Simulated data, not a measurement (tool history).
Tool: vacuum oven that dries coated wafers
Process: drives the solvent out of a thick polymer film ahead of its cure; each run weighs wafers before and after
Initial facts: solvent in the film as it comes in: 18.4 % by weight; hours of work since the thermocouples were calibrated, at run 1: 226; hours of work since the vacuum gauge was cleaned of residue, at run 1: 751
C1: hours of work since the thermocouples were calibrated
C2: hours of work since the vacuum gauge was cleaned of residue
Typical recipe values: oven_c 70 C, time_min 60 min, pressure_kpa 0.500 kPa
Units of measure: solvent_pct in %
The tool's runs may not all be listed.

Run 1, hour 0.0: usual settings; C1 226; C2 751. Result: solvent_pct 1.07 %.
Run 2, hour 38.5: usual settings; C1 255; C2 780. Result: solvent_pct 1.15 %.
Run 3, hour 82.9: usual settings but time_min 35 min; C1 288; C2 814. Result: solvent_pct 3.04 %.
Run 4, hour 128.5: usual settings but oven_c 78 C; C1 323; C2 848. Result: solvent_pct 0.28 %.
Run 5, hour 150.6: usual settings but oven_c 78 C; C1 340; C2 865. Result: solvent_pct 0.32 %.
Run 6, hour 194.1: usual settings but time_min 58 min; C1 372; C2 898. Result: solvent_pct 1.18 %.
Run 7, hour 224.1: usual settings but time_min 58 min; C1 395; C2 920. Result: solvent_pct 1.18 %.
Run 8, hour 257.4: usual settings but time_min 58 min; C1 420; C2 946. Result: solvent_pct 1.20 %.
Run 9, hour 290.7: usual settings but pressure_kpa 1.128 kPa; C1 446; C2 971. Result: solvent_pct 1.33 %.
Run 10, hour 311.1: usual settings but pressure_kpa 1.128 kPa; C1 461; C2 986. Result: solvent_pct 1.42 %.
Run 11, hour 354.9: usual settings but time_min 44 min, pressure_kpa 1.128 kPa; C1 494; C2 1019. Result: solvent_pct 2.28 %.
Run 12, hour 404.2: usual settings but time_min 44 min, pressure_kpa 1.128 kPa; C1 531; C2 1057. Result: solvent_pct 2.38 %.
Run 13, hour 425.4: usual settings but time_min 44 min, pressure_kpa 1.128 kPa; C1 547; C2 1073. Result: solvent_pct 2.35 %.
Run 14, hour 469.4: usual settings but time_min 44 min, pressure_kpa 1.128 kPa; C1 581; C2 1106. Result: solvent_pct 2.27 %.
Run 15, hour 514.9: usual settings but time_min 44 min, pressure_kpa 1.128 kPa; C1 615; C2 1140. Result: solvent_pct 2.34 %.
Run 16, hour 550.4: usual settings; C1 642; C2 1167. Result: solvent_pct 1.09 %.
Run 17, hour 584.1: usual settings; C1 667; C2 1193. Result: solvent_pct 1.13 %.
Run 18, hour 620.8: usual settings; C1 695; C2 1220. Result: solvent_pct 1.08 %.
Run 19, hour 661.1: usual settings; C1 726; C2 1251. Result: solvent_pct 1.09 %.
Run 20, hour 687.3: usual settings; C1 745; C2 1271. Result: solvent_pct 1.10 %.
Run 21, hour 717.5: usual settings but oven_c 73 C; C1 768; C2 1293. Result: solvent_pct 0.65 %.
Run 22, hour 752.1: usual settings but oven_c 73 C; C1 794; C2 1320. Result: solvent_pct 0.66 %.
Run 23, hour 774.6: usual settings but oven_c 73 C, time_min 50 min, pressure_kpa 0.780 kPa; C1 811; C2 1337. Result: solvent_pct 1.11 %.
Run 24, hour 811.3: usual settings but oven_c 74 C, time_min 47 min, pressure_kpa 0.279 kPa; C1 839; C2 1364. Result: solvent_pct 0.90 %.
Run 25, hour 858.5: usual settings but oven_c 61 C, time_min 49 min, pressure_kpa 1.545 kPa; C1 875; C2 1400. Result: solvent_pct 5.27 %.
Run 26, hour 900.5: usual settings but oven_c 61 C, time_min 44 min, pressure_kpa 0.793 kPa; C1 907; C2 1432. Result: solvent_pct 5.42 %.
Run 27, hour 934.5: usual settings but oven_c 61 C, time_min 44 min, pressure_kpa 0.793 kPa; C1 932; C2 1458. Result: solvent_pct 5.46 %.
Run 28, hour 960.0: usual settings but time_min 104 min; C1 952; C2 1477. Result: solvent_pct 0.31 %.
Run 29, hour 993.3: usual settings but oven_c 56 C, time_min 51 min, pressure_kpa 0.622 kPa; C1 977; C2 1502. Result: solvent_pct 6.78 %.
Run 30, hour 1031.2: usual settings but oven_c 62 C, time_min 61 min; C1 1005; C2 1531. Result: solvent_pct 3.29 %.
Run 31, hour 1054.6: usual settings but oven_c 62 C, time_min 41 min, pressure_kpa 0.292 kPa; C1 1023; C2 1548. Result: solvent_pct 5.22 %.
Run 32, hour 1096.1: usual settings but oven_c 74 C, time_min 63 min, pressure_kpa 0.347 kPa; C1 1054; C2 1580. Result: solvent_pct 0.38 %.
Run 33, hour 1138.9: usual settings but oven_c 62 C, time_min 96 min; C1 1087; C2 1612. Result: solvent_pct 1.57 %.
Run 34, hour 1160.0: usual settings but oven_c 62 C, time_min 96 min; C1 1103; C2 1628. Result: solvent_pct 1.51 %.
Run 35, hour 1207.9: usual settings but oven_c 68 C, time_min 47 min; C1 1139; C2 1664. Result: solvent_pct 2.40 %.
Run 36, hour 1229.8: usual settings but oven_c 82 C, time_min 93 min, pressure_kpa 0.522 kPa; C1 1156; C2 1681. Result: solvent_pct 0.19 %.
Run 37, hour 1257.0: usual settings but time_min 38 min, pressure_kpa 0.869 kPa; C1 1176; C2 1701. Result: solvent_pct 2.90 %.
Run 38, hour 1293.0: usual settings but oven_c 83 C, time_min 83 min, pressure_kpa 0.560 kPa; C1 1203; C2 1729. Result: solvent_pct 0.19 %.
Run 39, hour 1315.4: usual settings but oven_c 83 C, time_min 83 min, pressure_kpa 0.560 kPa; C1 1220; C2 1746. Result: solvent_pct 0.10 %.
Run 40, hour 1346.0: usual settings but pressure_kpa 1.007 kPa; C1 1243; C2 1769. Result: solvent_pct 1.35 %.
Run 41, hour 1390.4: usual settings but oven_c 56 C, time_min 42 min, pressure_kpa 1.007 kPa; C1 1277; C2 1802. Result: solvent_pct 7.93 %.
Run 42, hour 1425.9: usual settings but time_min 55 min, pressure_kpa 0.396 kPa; C1 1304; C2 1829. Result: solvent_pct 1.31 %.

Here are 4 independent what-if runs from the current tool condition. What would each one return?
Run A, hour 1463.9: usual settings but time_min 54 min; C1 1333; C2 1858. Result: solvent_pct ?.
Run B, hour 1463.9: usual settings but pressure_kpa 0.263 kPa; C1 1333; C2 1858. Result: solvent_pct ?.
Run C, hour 1463.9: usual settings but oven_c 78 C, time_min 78 min, pressure_kpa 1.065 kPa; C1 1333; C2 1858. Result: solvent_pct ?.
Run D, hour 1463.9: usual settings but oven_c 77 C, time_min 48 min, pressure_kpa 0.994 kPa; C1 1333; C2 1858. Result: solvent_pct ?.

run  solvent_pct
  A         1.36
  B         1.01
  C         0.36
  D         0.70
What these runs would have given with no unlogged condition in the tool:
run  solvent_pct
  A         1.36
  B         1.00
  C         0.35
  D         0.69

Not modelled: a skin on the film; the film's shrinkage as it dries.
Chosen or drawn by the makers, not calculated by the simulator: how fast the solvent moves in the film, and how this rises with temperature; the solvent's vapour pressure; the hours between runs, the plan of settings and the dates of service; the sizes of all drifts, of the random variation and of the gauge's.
